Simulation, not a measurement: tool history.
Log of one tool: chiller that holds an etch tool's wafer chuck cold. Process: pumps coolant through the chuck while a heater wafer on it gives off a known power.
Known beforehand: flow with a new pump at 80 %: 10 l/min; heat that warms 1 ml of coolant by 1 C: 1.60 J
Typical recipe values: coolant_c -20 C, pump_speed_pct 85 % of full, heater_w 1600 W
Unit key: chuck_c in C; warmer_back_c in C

run,hour,coolant_c,pump_speed_pct,heater_w,chuck_c,warmer_back_c
1,0.0,-20,85,1600,-9.5,5.66
2,114.0,-20,85,1600,-9.4,5.64
3,260.9,-20,60,1600,-6.2,8.20
4,356.7,-20,60,1600,-6.0,8.25
5,437.8,-20,86,1600,-9.6,5.51
6,513.8,-20,85,1600,-9.4,5.57
7,597.3,-20,85,1600,-9.7,5.62
8,735.0,-23,85,1600,-12.5,5.56
9,876.9,-20,85,1600,-9.5,5.52
10,1005.6,-20,85,1600,-9.3,5.53
11,1078.1,-20,94,1600,-10.3,4.99
12,1151.4,-20,94,1600,-10.3,4.92
13,1236.1,-20,85,1600,-9.4,5.58
14,1343.3,-20,63,1600,-6.6,7.70
15,1406.5,-20,63,1455,-7.8,6.98
16,1552.4,-20,63,1679,-5.9,8.08
17,1616.0,-20,63,1679,-6.0,8.15
18,1727.5,-20,63,1679,-6.0,8.07
19,1812.4,-20,66,1587,-7.3,7.18
20,1943.5,-26,84,1587,-15.5,5.52
21,2077.6,-26,84,1587,-15.4,5.49
22,2208.9,-17,85,1081,-9.8,3.71
23,2298.3,-17,85,1081,-9.9,3.65
24,2370.2,-16,66,1630,-3.0,7.40
25,2436.2,-16,66,1630,-2.9,7.36
26,2529.2,-18,85,1600,-7.6,5.42
27,2593.0,-11,97,1600,-1.6,4.67
28,2732.4,-20,85,1600,-9.5,5.41
29,2824.8,-15,91,1196,-7.4,3.71
30,2888.7,-27,93,1196,-19.6,3.61
31,2962.8,-27,93,1196,-19.8,3.58
32,3050.6,-27,93,1419,-18.2,4.34

The log once held 2 entries between its listed runs, left out of this copy. Where does each go, and what is different about the tool's unlogged condition between the listed run before it and the listed run after it?
After run 3, before run 4: chiller's thermometer calibrated (hour 287.8)
  coolant's true temperature over the reading, C: 0.02 -> 0; drift of the gauge itself on warmer_back_c, C: -0.02 -> -0.03
  measured result minus the result with no hidden state, warmer_back_c: -0.01 -> -0.01 C
After run 21, before run 22: coolant changed, channels flushed (hour 2192.0)
  heat passed by the chuck's channels, % of clean ones': 99.6 -> 100; flow at a given pump speed, % of a new pump's: 99.8 -> 99.7; drift of the gauge itself on warmer_back_c, C: -0.15 -> -0.16
  measured result minus the result with no hidden state, warmer_back_c: -0.14 -> -0.15 C
